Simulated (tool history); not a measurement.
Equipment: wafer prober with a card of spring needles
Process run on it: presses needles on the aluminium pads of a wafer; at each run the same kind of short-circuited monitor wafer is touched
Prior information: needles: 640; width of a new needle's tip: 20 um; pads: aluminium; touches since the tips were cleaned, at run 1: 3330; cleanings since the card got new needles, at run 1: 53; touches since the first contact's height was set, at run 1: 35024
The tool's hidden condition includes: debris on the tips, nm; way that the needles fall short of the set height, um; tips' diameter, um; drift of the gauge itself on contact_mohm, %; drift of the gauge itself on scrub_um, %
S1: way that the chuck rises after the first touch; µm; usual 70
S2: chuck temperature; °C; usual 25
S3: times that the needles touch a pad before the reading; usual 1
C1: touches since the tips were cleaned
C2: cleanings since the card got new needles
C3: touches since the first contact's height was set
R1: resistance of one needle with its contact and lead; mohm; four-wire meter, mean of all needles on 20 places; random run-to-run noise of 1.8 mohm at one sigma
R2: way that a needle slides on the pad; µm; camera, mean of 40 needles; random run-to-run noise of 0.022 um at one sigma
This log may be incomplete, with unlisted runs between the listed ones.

{"run": 1, "day": 0.0, "S1": 70, "S2": 25, "S3": 1, "C1": 3330, "C2": 53, "C3": 35024, "R1": 208, "R2": 16.24}
{"day": 0.5, "done": "tips cleaned on abrasive film"}
{"day": 1.462, "done": "tips cleaned on abrasive film"}
{"run": 2, "day": 1.804, "S1": 70, "S2": 25, "S3": 1, "C1": 2544, "C2": 55, "C3": 48416, "R1": 203, "R2": 16.22}
{"day": 2.404, "done": "tips cleaned on abrasive film"}
{"run": 3, "day": 2.721, "S1": 70, "S2": 33, "S3": 1, "C1": 2351, "C2": 56, "C3": 55224, "R1": 204, "R2": 16.21}
{"day": 3.371, "done": "tips cleaned on abrasive film"}
{"day": 4.296, "done": "tips cleaned on abrasive film"}
{"run": 4, "day": 4.721, "S1": 70, "S2": 25, "S3": 1, "C1": 3169, "C2": 58, "C3": 70097, "R1": 204, "R2": 16.17}
{"day": 5.204, "done": "tips cleaned on abrasive film"}
{"run": 5, "day": 6.096, "S1": 70, "S2": 61, "S3": 1, "C1": 6653, "C2": 59, "C3": 80331, "R1": 216, "R2": 16.14}
{"day": 6.188, "done": "tips cleaned on abrasive film"}
{"day": 7.221, "done": "tips cleaned on abrasive film"}
{"run": 6, "day": 7.575, "S1": 70, "S2": 62, "S3": 1, "C1": 2649, "C2": 61, "C3": 91319, "R1": 210, "R2": 16.13}
{"day": 8.142, "done": "tips cleaned on abrasive film"}
{"day": 9.108, "done": "tips cleaned on abrasive film"}
{"run": 7, "day": 9.517, "S1": 70, "S2": 62, "S3": 1, "C1": 3038, "C2": 63, "C3": 105742, "R1": 210, "R2": 16.1}
{"day": 10.179, "done": "tips cleaned on abrasive film"}
{"run": 8, "day": 10.921, "S1": 70, "S2": 106, "S3": 1, "C1": 5537, "C2": 64, "C3": 116201, "R1": 226, "R2": 16.07}
{"day": 11.242, "done": "tips cleaned on abrasive film"}
{"day": 11.917, "done": "height of the first contact set anew"}
{"day": 12.2, "done": "tips cleaned on abrasive film"}
{"run": 9, "day": 12.217, "S1": 70, "S2": 106, "S3": 1, "C1": 103, "C2": 66, "C3": 2211, "R1": 211, "R2": 16.35}
{"day": 13.129, "done": "tips cleaned on abrasive film"}
{"run": 10, "day": 13.325, "S1": 70, "S2": 29, "S3": 1, "C1": 1459, "C2": 67, "C3": 10465, "R1": 201, "R2": 16.33}
{"day": 14.033, "done": "tips cleaned on abrasive film"}
{"run": 11, "day": 14.271, "S1": 70, "S2": 29, "S3": 1, "C1": 1783, "C2": 68, "C3": 17499, "R1": 201, "R2": 16.28}
{"day": 15.075, "done": "tips cleaned on abrasive film"}
{"run": 12, "day": 15.2, "S1": 70, "S2": 29, "S3": 1, "C1": 908, "C2": 69, "C3": 24386, "R1": 202, "R2": 16.29}
{"day": 16.021, "done": "tips cleaned on abrasive film"}
{"run": 13, "day": 16.879, "S1": 70, "S2": 25, "S3": 3, "C1": 6422, "C2": 70, "C3": 36910, "R1": 200, "R2": 16.21}
{"day": 17.046, "done": "tips cleaned on abrasive film"}
{"day": 18.067, "done": "tips cleaned on abrasive film"}
{"run": 14, "day": 18.904, "S1": 70, "S2": 25, "S3": 3, "C1": 6241, "C2": 72, "C3": 51952, "R1": 198, "R2": 16.2}
{"day": 19.008, "done": "tips cleaned on abrasive film"}
{"run": 15, "day": 19.812, "S1": 70, "S2": 25, "S3": 3, "C1": 5999, "C2": 73, "C3": 58694, "R1": 196, "R2": 16.21}
{"day": 19.938, "done": "tips cleaned on abrasive film"}
{"day": 20.867, "done": "tips cleaned on abrasive film"}
{"run": 16, "day": 21.654, "S1": 70, "S2": 25, "S3": 3, "C1": 5856, "C2": 75, "C3": 72368, "R1": 201, "R2": 16.17}
{"day": 21.825, "done": "tips cleaned on abrasive film"}
{"day": 22.788, "done": "tips cleaned on abrasive film"}
{"run": 17, "day": 23.408, "S1": 70, "S2": 64, "S3": 2, "C1": 4633, "C2": 77, "C3": 85420, "R1": 209, "R2": 16.11}
{"day": 23.758, "done": "tips cleaned on abrasive film"}
{"day": 24.788, "done": "tips cleaned on abrasive film"}
{"run": 18, "day": 24.838, "S1": 70, "S2": 64, "S3": 2, "C1": 372, "C2": 79, "C3": 96030, "R1": 197, "R2": 16.06}
{"day": 25.754, "done": "tips cleaned on abrasive film"}
{"run": 19, "day": 25.962, "S1": 70, "S2": 64, "S3": 2, "C1": 1552, "C2": 80, "C3": 104388, "R1": 207, "R2": 16.06}
{"day": 26.758, "done": "tips cleaned on abrasive film"}
{"run": 20, "day": 27.4, "S1": 84, "S2": 110, "S3": 1, "C1": 4802, "C2": 81, "C3": 115099, "R1": 219, "R2": 19.35}
{"day": 27.821, "done": "tips cleaned on abrasive film"}
{"run": 21, "day": 28.371, "S1": 76, "S2": 110, "S3": 1, "C1": 4093, "C2": 82, "C3": 122294, "R1": 222, "R2": 17.48}
{"day": 28.679, "done": "height of the first contact set anew"}
{"day": 28.804, "done": "tips cleaned on abrasive film"}
{"day": 29.762, "done": "tips cleaned on abrasive film"}
{"run": 22, "day": 30.446, "S1": 76, "S2": 110, "S3": 1, "C1": 5096, "C2": 84, "C3": 13133, "R1": 223, "R2": 17.74}
{"day": 30.75, "done": "tips cleaned on abrasive film"}
{"day": 31.704, "done": "tips cleaned on abrasive film"}
{"run": 23, "day": 32.054, "S1": 76, "S2": 110, "S3": 1, "C1": 2614, "C2": 86, "C3": 25085, "R1": 217, "R2": 17.69}
{"day": 32.642, "done": "tips cleaned on abrasive film"}
{"day": 33.571, "done": "tips cleaned on abrasive film"}
{"run": 24, "day": 34.029, "S1": 76, "S2": 110, "S3": 1, "C1": 3427, "C2": 88, "C3": 39755, "R1": 219, "R2": 17.64}
{"day": 34.512, "done": "tips cleaned on abrasive film"}
{"run": 25, "day": 35.404, "S1": 55, "S2": 43, "S3": 2, "C1": 6659, "C2": 89, "C3": 49993, "R1": 217, "R2": 12.74}
{"day": 35.542, "done": "tips cleaned on abrasive film"}
{"day": 36.475, "done": "tips cleaned on abrasive film"}
{"run": 26, "day": 36.475, "S1": 64, "S2": 85, "S3": 2, "C1": 0, "C2": 91, "C3": 57908, "R1": 205, "R2": 14.78}
{"day": 37.517, "done": "tips cleaned on abrasive film"}
{"run": 27, "day": 37.538, "S1": 70, "S2": 94, "S3": 1, "C1": 153, "C2": 92, "C3": 65824, "R1": 203, "R2": 16.17}
{"day": 38.454, "done": "tips cleaned on abrasive film"}
{"run": 28, "day": 38.9, "S1": 86, "S2": 110, "S3": 1, "C1": 3355, "C2": 93, "C3": 75974, "R1": 216, "R2": 19.88}
{"day": 39.354, "done": "tips cleaned on abrasive film"}
{"day": 40.354, "done": "tips cleaned on abrasive film"}
{"run": 29, "day": 40.867, "S1": 83, "S2": 26, "S3": 2, "C1": 3841, "C2": 95, "C3": 90586, "R1": 198, "R2": 19.21}
{"day": 41.321, "done": "tips cleaned on abrasive film"}
{"day": 42.312, "done": "tips cleaned on abrasive film"}
{"run": 30, "day": 42.312, "S1": 67, "S2": 112, "S3": 2, "C1": 0, "C2": 97, "C3": 101299, "R1": 204, "R2": 15.41}

How the hidden state differs across the entries between the runs, from the last listed run before each to the first after it:
In the gap between runs 1 and 2: tips cleaned on abrasive film (day 0.500); tips cleaned on abrasive film (day 1.462)
  debris on the tips, nm: 84.9 -> 68.1; way that the needles fall short of the set height, um: 0.37 -> 0.56; tips' diameter, um: 21.5 -> 21.57
  measured less the result without the state, R1: +16 -> +13 mohm; R2: -0.09 -> -0.13 µm
In the gap between runs 2 and 3: tips cleaned on abrasive film (day 2.404)
  debris on the tips, nm: 68.1 -> 66.9; way that the needles fall short of the set height, um: 0.56 -> 0.66; tips' diameter, um: 21.57 -> 21.6
  measured less the result without the state, R1: +13 -> +12 mohm; R2: -0.13 -> -0.16 µm
In the gap between runs 3 and 4: tips cleaned on abrasive film (day 3.371); tips cleaned on abrasive film (day 4.296)
  debris on the tips, nm: 66.9 -> 78.8; way that the needles fall short of the set height, um: 0.66 -> 0.84; tips' diameter, um: 21.6 -> 21.66
  measured less the result without the state, R1: +12 -> +14 mohm; R2: -0.16 -> -0.20 µm
In the gap between runs 4 and 5: tips cleaned on abrasive film (day 5.204)
  debris on the tips, nm: 78.8 -> 120.7; way that the needles fall short of the set height, um: 0.84 -> 0.93; tips' diameter, um: 21.66 -> 21.69
  measured less the result without the state, R1: +14 -> +21 mohm; R2: -0.20 -> -0.22 µm
In the gap between runs 5 and 6: tips cleaned on abrasive film (day 6.188); tips cleaned on abrasive film (day 7.221)
  debris on the tips, nm: 120.7 -> 70.8; way that the needles fall short of the set height, um: 0.93 -> 1.1; tips' diameter, um: 21.69 -> 21.75
  measured less the result without the state, R1: +21 -> +13 mohm; R2: -0.22 -> -0.26 µm
In the gap between runs 6 and 7: tips cleaned on abrasive film (day 8.142); tips cleaned on abrasive film (day 9.108)
  debris on the tips, nm: 70.8 -> 78.4; way that the needles fall short of the set height, um: 1.1 -> 1.24; tips' diameter, um: 21.75 -> 21.8
  measured less the result without the state, R1: +13 -> +14 mohm; R2: -0.26 -> -0.29 µm
In the gap between runs 7 and 8: tips cleaned on abrasive film (day 10.179)
  debris on the tips, nm: 78.4 -> 111.9; way that the needles fall short of the set height, um: 1.24 -> 1.32; tips' diameter, um: 21.8 -> 21.83
  measured less the result without the state, R1: +14 -> +19 mohm; R2: -0.29 -> -0.31 µm
In the gap between runs 8 and 9: tips cleaned on abrasive film (day 11.242); height of the first contact set anew (day 11.917); tips cleaned on abrasive film (day 12.200)
  debris on the tips, nm: 111.9 -> 16.5; way that the needles fall short of the set height, um: 1.32 -> 0.06; tips' diameter, um: 21.83 -> 21.88
  measured less the result without the state, R1: +19 -> +3 mohm; R2: -0.31 -> -0.01 µm
In the gap between runs 9 and 10: tips cleaned on abrasive film (day 13.129)
  debris on the tips, nm: 16.5 -> 43.2; way that the needles fall short of the set height, um: 0.06 -> 0.14; tips' diameter, um: 21.88 -> 21.91
  measured less the result without the state, R1: +3 -> +9 mohm; R2: -0.01 -> -0.03 µm
In the gap between runs 10 and 11: tips cleaned on abrasive film (day 14.033)
  debris on the tips, nm: 43.2 -> 58.4; way that the needles fall short of the set height, um: 0.14 -> 0.23; tips' diameter, um: 21.91 -> 21.94
  measured less the result without the state, R1: +9 -> +11 mohm; R2: -0.03 -> -0.05 µm
In the gap between runs 11 and 12: tips cleaned on abrasive film (day 15.075)
  debris on the tips, nm: 58.4 -> 34.5; way that the needles fall short of the set height, um: 0.23 -> 0.33; tips' diameter, um: 21.94 -> 21.98
  measured less the result without the state, R1: +11 -> +7 mohm; R2: -0.05 -> -0.08 µm
In the gap between runs 12 and 13: tips cleaned on abrasive film (day 16.021)
  debris on the tips, nm: 34.5 -> 122.9; way that the needles fall short of the set height, um: 0.33 -> 0.4; tips' diameter, um: 21.98 -> 22
  measured less the result without the state, R1: +7 -> +8 mohm; R2: -0.08 -> -0.10 µm
In the gap between runs 13 and 14: tips cleaned on abrasive film (day 17.046); tips cleaned on abrasive film (day 18.067)
  debris on the tips, nm: 122.9 -> 118.9; way that the needles fall short of the set height, um: 0.4 -> 0.57; tips' diameter, um: 22 -> 22.06
  measured less the result without the state, R1: +8 -> +9 mohm; R2: -0.10 -> -0.14 µm
In the gap between runs 14 and 15: tips cleaned on abrasive film (day 19.008)
  debris on the tips, nm: 118.9 -> 118.7; way that the needles fall short of the set height, um: 0.57 -> 0.65; tips' diameter, um: 22.06 -> 22.09
  measured less the result without the state, R1: +9 -> +8 mohm; R2: -0.14 -> -0.15 µm
In the gap between runs 15 and 16: tips cleaned on abrasive film (day 19.938); tips cleaned on abrasive film (day 20.867)
  debris on the tips, nm: 118.7 -> 118.5; way that the needles fall short of the set height, um: 0.65 -> 0.82; tips' diameter, um: 22.09 -> 22.15
  measured less the result without the state, R1: +8 -> +9 mohm; R2: -0.15 -> -0.19 µm
In the gap between runs 16 and 17: tips cleaned on abrasive film (day 21.825); tips cleaned on abrasive film (day 22.788)
  debris on the tips, nm: 118.5 -> 100.8; way that the needles fall short of the set height, um: 0.82 -> 1; tips' diameter, um: 22.15 -> 22.21
  measured less the result without the state, R1: +9 -> +12 mohm; R2: -0.19 -> -0.23 µm
In the gap between runs 17 and 18: tips cleaned on abrasive film (day 23.758); tips cleaned on abrasive film (day 24.788)
  debris on the tips, nm: 100.8 -> 22.3; way that the needles fall short of the set height, um: 1 -> 1.13; tips' diameter, um: 22.21 -> 22.26
  measured less the result without the state, R1: +12 -> +3 mohm; R2: -0.23 -> -0.26 µm
In the gap between runs 18 and 19: tips cleaned on abrasive film (day 25.754)
  debris on the tips, nm: 22.3 -> 48.6; way that the needles fall short of the set height, um: 1.13 -> 1.22; tips' diameter, um: 22.26 -> 22.29
  measured less the result without the state, R1: +3 -> +6 mohm; R2: -0.26 -> -0.29 µm
In the gap between runs 19 and 20: tips cleaned on abrasive film (day 26.758)
  debris on the tips, nm: 48.6 -> 105.6; way that the needles fall short of the set height, um: 1.22 -> 1.28; tips' diameter, um: 22.29 -> 22.31
  measured less the result without the state, R1: +6 -> +14 mohm; R2: -0.29 -> -0.30 µm
In the gap between runs 20 and 21: tips cleaned on abrasive film (day 27.821)
  debris on the tips, nm: 105.6 -> 97.9; way that the needles fall short of the set height, um: 1.28 -> 1.34; tips' diameter, um: 22.31 -> 22.33
  measured less the result without the state, R1: +14 -> +15 mohm; R2: -0.30 -> -0.31 µm
In the gap between runs 21 and 22: height of the first contact set anew (day 28.679); tips cleaned on abrasive film (day 28.804); tips cleaned on abrasive film (day 29.762)
  debris on the tips, nm: 97.9 -> 108.8; way that the needles fall short of the set height, um: 1.34 -> 0.15; tips' diameter, um: 22.33 -> 22.39
  measured less the result without the state, R1: +15 -> +17 mohm; R2: -0.31 -> -0.04 µm
In the gap between runs 22 and 23: tips cleaned on abrasive film (day 30.750); tips cleaned on abrasive film (day 31.704)
  debris on the tips, nm: 108.8 -> 71.2; way that the needles fall short of the set height, um: 0.15 -> 0.33; tips' diameter, um: 22.39 -> 22.45
  measured less the result without the state, R1: +17 -> +11 mohm; R2: -0.04 -> -0.08 µm
In the gap between runs 23 and 24: tips cleaned on abrasive film (day 32.642); tips cleaned on abrasive film (day 33.571)
  debris on the tips, nm: 71.2 -> 83.7; way that the needles fall short of the set height, um: 0.33 -> 0.48; tips' diameter, um: 22.45 -> 22.5
  measured less the result without the state, R1: +11 -> +13 mohm; R2: -0.08 -> -0.11 µm
In the gap between runs 24 and 25: tips cleaned on abrasive film (day 34.512)
  debris on the tips, nm: 83.7 -> 123.9; way that the needles fall short of the set height, um: 0.48 -> 0.58; tips' diameter, um: 22.5 -> 22.53
  measured less the result without the state, R1: +13 -> +22 mohm; R2: -0.11 -> -0.13 µm
In the gap between runs 25 and 26: tips cleaned on abrasive film (day 35.542); tips cleaned on abrasive film (day 36.475)
  debris on the tips, nm: 123.9 -> 10.8; way that the needles fall short of the set height, um: 0.58 -> 0.73; tips' diameter, um: 22.53 -> 22.59
  measured less the result without the state, R1: +22 -> +2 mohm; R2: -0.13 -> -0.16 µm
In the gap between runs 26 and 27: tips cleaned on abrasive film (day 37.517)
  debris on the tips, nm: 10.8 -> 14.3; way that the needles fall short of the set height, um: 0.73 -> 0.78; tips' diameter, um: 22.59 -> 22.61
  measured less the result without the state, R1: +2 -> +3 mohm; R2: -0.16 -> -0.18 µm
In the gap between runs 27 and 28: tips cleaned on abrasive film (day 38.454)
  debris on the tips, nm: 14.3 -> 85.6; way that the needles fall short of the set height, um: 0.78 -> 0.87; tips' diameter, um: 22.61 -> 22.64
  measured less the result without the state, R1: +3 -> +11 mohm; R2: -0.18 -> -0.20 µm
In the gap between runs 28 and 29: tips cleaned on abrasive film (day 39.354); tips cleaned on abrasive film (day 40.354)
  debris on the tips, nm: 85.6 -> 97.2; way that the needles fall short of the set height, um: 0.87 -> 1.01; tips' diameter, um: 22.64 -> 22.68
  measured less the result without the state, R1: +11 -> +9 mohm; R2: -0.20 -> -0.23 µm
In the gap between runs 29 and 30: tips cleaned on abrasive film (day 41.321); tips cleaned on abrasive film (day 42.312)
  debris on the tips, nm: 97.2 -> 8.5; way that the needles fall short of the set height, um: 1.01 -> 1.17; tips' diameter, um: 22.68 -> 22.74
  measured less the result without the state, R1: +9 -> +2 mohm; R2: -0.23 -> -0.27 µm

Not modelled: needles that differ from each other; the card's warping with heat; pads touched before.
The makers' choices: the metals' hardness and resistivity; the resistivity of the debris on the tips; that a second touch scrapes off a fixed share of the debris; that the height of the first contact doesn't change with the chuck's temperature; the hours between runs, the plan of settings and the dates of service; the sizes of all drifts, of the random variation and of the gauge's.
